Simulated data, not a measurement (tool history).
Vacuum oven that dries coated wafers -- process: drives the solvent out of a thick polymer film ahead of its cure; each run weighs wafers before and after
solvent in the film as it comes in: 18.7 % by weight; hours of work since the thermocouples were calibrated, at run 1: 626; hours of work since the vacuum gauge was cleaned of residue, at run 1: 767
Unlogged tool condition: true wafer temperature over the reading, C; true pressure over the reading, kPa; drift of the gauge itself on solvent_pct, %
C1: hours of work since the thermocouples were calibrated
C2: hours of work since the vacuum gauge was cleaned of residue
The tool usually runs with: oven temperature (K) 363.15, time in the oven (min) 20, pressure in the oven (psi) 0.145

run 1 hour=0.0 | oven_temperature_(K)=363.15 time_in_the_oven_(min)=20 pressure_in_the_oven_(psi)=0.145 | C1=626 C2=767 | solvent_left_in_the_film_(%)=2.04
run 2 hour=26.8 | oven_temperature_(K)=358.15 time_in_the_oven_(min)=20 pressure_in_the_oven_(psi)=0.145 | C1=647 C2=787 | solvent_left_in_the_film_(%)=3.37
run 3 hour=80.8 | oven_temperature_(K)=358.15 time_in_the_oven_(min)=20 pressure_in_the_oven_(psi)=0.145 | C1=688 C2=829 | solvent_left_in_the_film_(%)=3.32
run 4 hour=123.4 | oven_temperature_(K)=363.15 time_in_the_oven_(min)=10 pressure_in_the_oven_(psi)=0.145 | C1=721 C2=861 | solvent_left_in_the_film_(%)=5.17
run 5 hour=168.3 | oven_temperature_(K)=363.15 time_in_the_oven_(min)=10 pressure_in_the_oven_(psi)=0.145 | C1=755 C2=896 | solvent_left_in_the_film_(%)=5.18
run 6 hour=206.4 | oven_temperature_(K)=363.15 time_in_the_oven_(min)=20 pressure_in_the_oven_(psi)=0.145 | C1=784 C2=925 | solvent_left_in_the_film_(%)=2.22
run 7 hour=240.0 | oven_temperature_(K)=363.15 time_in_the_oven_(min)=20 pressure_in_the_oven_(psi)=0.145 | C1=810 C2=951 | solvent_left_in_the_film_(%)=2.16
run 8 hour=277.1 | oven_temperature_(K)=363.15 time_in_the_oven_(min)=20 pressure_in_the_oven_(psi)=0.145 | C1=839 C2=979 | solvent_left_in_the_film_(%)=2.19
run 9 hour=307.0 | oven_temperature_(K)=363.15 time_in_the_oven_(min)=20 pressure_in_the_oven_(psi)=0.145 | C1=862 C2=1002 | solvent_left_in_the_film_(%)=2.19
run 10 hour=355.7 | oven_temperature_(K)=363.15 time_in_the_oven_(min)=20 pressure_in_the_oven_(psi)=0.142 | C1=899 C2=1039 | solvent_left_in_the_film_(%)=2.18
run 11 hour=380.1 | oven_temperature_(K)=363.15 time_in_the_oven_(min)=20 pressure_in_the_oven_(psi)=0.142 | C1=918 C2=1058 | solvent_left_in_the_film_(%)=2.23
run 12 hour=433.7 | oven_temperature_(K)=360.15 time_in_the_oven_(min)=20 pressure_in_the_oven_(psi)=0.145 | C1=959 C2=1099 | solvent_left_in_the_film_(%)=3.11
run 13 hour=483.2 | oven_temperature_(K)=363.15 time_in_the_oven_(min)=26 pressure_in_the_oven_(psi)=0.145 | C1=997 C2=1137 | solvent_left_in_the_film_(%)=1.68
run 14 hour=507.5 | oven_temperature_(K)=363.15 time_in_the_oven_(min)=26 pressure_in_the_oven_(psi)=0.145 | C1=1015 C2=1156 | solvent_left_in_the_film_(%)=1.58
run 15 hour=547.1 | oven_temperature_(K)=363.15 time_in_the_oven_(min)=26 pressure_in_the_oven_(psi)=0.145 | C1=1046 C2=1186 | solvent_left_in_the_film_(%)=1.65
run 16 hour=598.4 | oven_temperature_(K)=363.15 time_in_the_oven_(min)=26 pressure_in_the_oven_(psi)=0.145 | C1=1085 C2=1226 | solvent_left_in_the_film_(%)=1.63
-- hour=606.9 vacuum gauge cleaned of residue and calibrated
run 17 hour=626.4 | oven_temperature_(K)=363.15 time_in_the_oven_(min)=26 pressure_in_the_oven_(psi)=0.145 | C1=1105 C2=15 | solvent_left_in_the_film_(%)=1.42
run 18 hour=684.2 | oven_temperature_(K)=366.15 time_in_the_oven_(min)=14 pressure_in_the_oven_(psi)=0.145 | C1=1150 C2=59 | solvent_left_in_the_film_(%)=2.81
run 19 hour=717.8 | oven_temperature_(K)=363.15 time_in_the_oven_(min)=15 pressure_in_the_oven_(psi)=0.145 | C1=1175 C2=85 | solvent_left_in_the_film_(%)=3.41
run 20 hour=744.7 | oven_temperature_(K)=363.15 time_in_the_oven_(min)=15 pressure_in_the_oven_(psi)=0.145 | C1=1196 C2=106 | solvent_left_in_the_film_(%)=3.43
run 21 hour=792.1 | oven_temperature_(K)=363.15 time_in_the_oven_(min)=15 pressure_in_the_oven_(psi)=0.145 | C1=1232 C2=142 | solvent_left_in_the_film_(%)=3.36
run 22 hour=833.4 | oven_temperature_(K)=363.15 time_in_the_oven_(min)=15 pressure_in_the_oven_(psi)=0.145 | C1=1264 C2=174 | solvent_left_in_the_film_(%)=3.43
run 23 hour=863.1 | oven_temperature_(K)=376.15 time_in_the_oven_(min)=27 pressure_in_the_oven_(psi)=0.145 | C1=1287 C2=196 | solvent_left_in_the_film_(%)=0.47
run 24 hour=921.0 | oven_temperature_(K)=363.15 time_in_the_oven_(min)=11 pressure_in_the_oven_(psi)=0.088 | C1=1331 C2=241 | solvent_left_in_the_film_(%)=4.84
run 25 hour=948.0 | oven_temperature_(K)=363.15 time_in_the_oven_(min)=11 pressure_in_the_oven_(psi)=0.088 | C1=1352 C2=262 | solvent_left_in_the_film_(%)=4.85
run 26 hour=989.5 | oven_temperature_(K)=351.15 time_in_the_oven_(min)=15 pressure_in_the_oven_(psi)=0.088 | C1=1384 C2=293 | solvent_left_in_the_film_(%)=7.50
-- hour=996.5 oven's thermocouples calibrated
run 27 hour=1050.5 | oven_temperature_(K)=362.15 time_in_the_oven_(min)=10 pressure_in_the_oven_(psi)=0.300 | C1=41 C2=339 | solvent_left_in_the_film_(%)=5.25
run 28 hour=1079.2 | oven_temperature_(K)=363.15 time_in_the_oven_(min)=16 pressure_in_the_oven_(psi)=0.165 | C1=63 C2=361 | solvent_left_in_the_film_(%)=2.45
run 29 hour=1107.4 | oven_temperature_(K)=368.15 time_in_the_oven_(min)=20 pressure_in_the_oven_(psi)=0.487 | C1=85 C2=382 | solvent_left_in_the_film_(%)=2.16
run 30 hour=1154.1 | oven_temperature_(K)=362.15 time_in_the_oven_(min)=17 pressure_in_the_oven_(psi)=0.220 | C1=121 C2=418 | solvent_left_in_the_film_(%)=2.69
run 31 hour=1195.6 | oven_temperature_(K)=363.15 time_in_the_oven_(min)=11 pressure_in_the_oven_(psi)=0.074 | C1=153 C2=450 | solvent_left_in_the_film_(%)=3.99
run 32 hour=1235.8 | oven_temperature_(K)=363.15 time_in_the_oven_(min)=20 pressure_in_the_oven_(psi)=0.144 | C1=184 C2=481 | solvent_left_in_the_film_(%)=1.68
run 33 hour=1269.0 | oven_temperature_(K)=363.15 time_in_the_oven_(min)=20 pressure_in_the_oven_(psi)=0.144 | C1=209 C2=506 | solvent_left_in_the_film_(%)=1.81
run 34 hour=1306.8 | oven_temperature_(K)=363.15 time_in_the_oven_(min)=26 pressure_in_the_oven_(psi)=0.144 | C1=238 C2=535 | solvent_left_in_the_film_(%)=1.19

Hidden state at the last listed run before each entry between runs and at the first one after, where it differs:
From run 16 to run 17: vacuum gauge cleaned of residue and calibrated (hour 606.9)
  true wafer temperature over the reading, C: -2.26 -> -2.3; true pressure over the reading, kPa: 0.3 -> -0.005
  measured less the result without the state, solvent left in the film (%): +0.52 -> +0.32
From run 26 to run 27: oven's thermocouples calibrated (hour 996.5)
  true wafer temperature over the reading, C: -2.9 -> 0.34; true pressure over the reading, kPa: 0.065 -> 0.075
  measured less the result without the state, solvent left in the film (%): +1.10 -> -0.08
